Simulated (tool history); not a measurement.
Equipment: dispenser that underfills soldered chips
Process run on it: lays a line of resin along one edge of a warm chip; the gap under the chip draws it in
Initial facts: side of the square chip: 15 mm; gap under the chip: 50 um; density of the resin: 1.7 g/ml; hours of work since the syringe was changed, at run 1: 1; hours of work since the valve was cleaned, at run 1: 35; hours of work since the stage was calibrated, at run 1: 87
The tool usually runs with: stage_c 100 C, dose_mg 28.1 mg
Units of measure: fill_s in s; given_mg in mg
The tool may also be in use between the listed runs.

run   hour  stage_c  dose_mg  hours of work since the syringe was changed  hours of work since the valve was cleaned  hours of work since the stage was calibrated  fill_s  given_mg
  1      0      100     28.1                                            1                                         35                                            87   286.2     27.72
  2      5      100     28.1                                            4                                         38                                            90   355.2     27.45
  3   10.5      100       24                                            8                                         42                                            94   466.4     23.51
  4   13.5       99     28.1                                           10                                         44                                            96   518.8     27.42
      14.1  -- new syringe of resin
  5   17.4       99     28.1                                            2                                         47                                            99   323.8      27.4
  6   20.8       97     28.1                                            5                                         49                                           101   392.1     27.35
  7     26       97     28.1                                            8                                         53                                           105   488.1     27.27
      29.5  -- new syringe of resin
  8   29.7      100     26.9                                            0                                         55                                           107   282.1     26.12
  9   32.1      100     26.9                                            2                                         57                                           109     309     26.13
 10     36      100     26.9                                            5                                         59                                           111   361.9     26.05
 11   39.2      100     26.9                                            7                                         61                                           114   424.7     26.09
 12   42.7      100     26.9                                            9                                         64                                           116   491.1     26.06
        45  -- new syringe of resin
 13   46.4      100     26.9                                            1                                         66                                           118   300.3     26.09
 14   48.7      100     26.9                                            3                                         68                                           120     326     25.97
 15   53.5      100     26.9                                            6                                         71                                           123   395.2     25.87
 16   59.1      100     26.9                                           10                                         75                                           127   498.6     25.97
      60.3  -- new syringe of resin
 17   62.5      100     28.1                                            2                                         77                                           129   304.9     27.06
      66.7  -- dispensing valve cleaned and set on the balance
 18   68.9      100     28.1                                            5                                          2                                           133   379.7      28.1
 19   73.4      100     28.1                                            8                                          5                                           136   452.3     27.83
      76.9  -- new syringe of resin
 20   78.3      103     32.1                                            1                                          8                                           140   267.2     31.85
 21     81      103     32.1                                            3                                         10                                           141   301.4     31.84
 22   85.3      107     25.5                                            6                                         13                                           144   335.1     25.25
 23   90.7      100       35                                           10                                         16                                           148   485.2     34.56
      92.3  -- new syringe of resin
 24   94.7       88     26.7                                            2                                         19                                           151   429.6     26.32
 25   97.5       93     33.7                                            4                                         21                                           153   407.1     33.24
 26  100.4       90     35.3                                            6                                         23                                           155   498.9     34.57
 27  105.3      107     36.1                                            9                                         26                                           158   376.6     35.61
     107.8  -- new syringe of resin
 28  108.3       88     36.3                                            0                                         28                                           160   379.6     35.46
 29  111.7       99     27.9                                            3                                         31                                           162   337.1     27.41
 30    114       92     33.2                                            4                                         32                                           164   439.1     32.65
 31  118.6       92     33.2                                            8                                         36                                           167   522.1     32.52
     123.3  -- new syringe of resin
 32  123.8       92     33.2                                            0                                         39                                           171     345     32.39
 33  126.3      100     25.2                                            2                                         41                                           172     322     24.56
 34  129.3      111     28.4                                            4                                         43                                           175   263.9     27.79
 35  132.6      111     28.4                                            6                                         45                                           177   300.7     27.53
 36  137.7      103     25.9                                           10                                         49                                           180   474.5     25.21

Alternative continuations, all from the tool just after run 36; predict every row:
     138.7  -- new syringe of resin
  A  140.7       90     28.8                                            1                                         51                                           182       ?         ?
     138.7  -- new syringe of resin
  B  140.7       92     25.6                                            1                                         51                                           182       ?         ?
     138.7  -- new syringe of resin
  C  140.7       87     28.7                                            1                                         51                                           182       ?         ?

run  fill_s  given_mg
  A   393.9     27.93
  B   374.1     24.92
  C   431.1     27.82
The same runs, with their run-to-run variation unchanged, on a tool lacking any hidden condition would have given:
run  fill_s  given_mg
  A   356.7     28.79
  B   337.7     25.69
  C   390.2     28.68

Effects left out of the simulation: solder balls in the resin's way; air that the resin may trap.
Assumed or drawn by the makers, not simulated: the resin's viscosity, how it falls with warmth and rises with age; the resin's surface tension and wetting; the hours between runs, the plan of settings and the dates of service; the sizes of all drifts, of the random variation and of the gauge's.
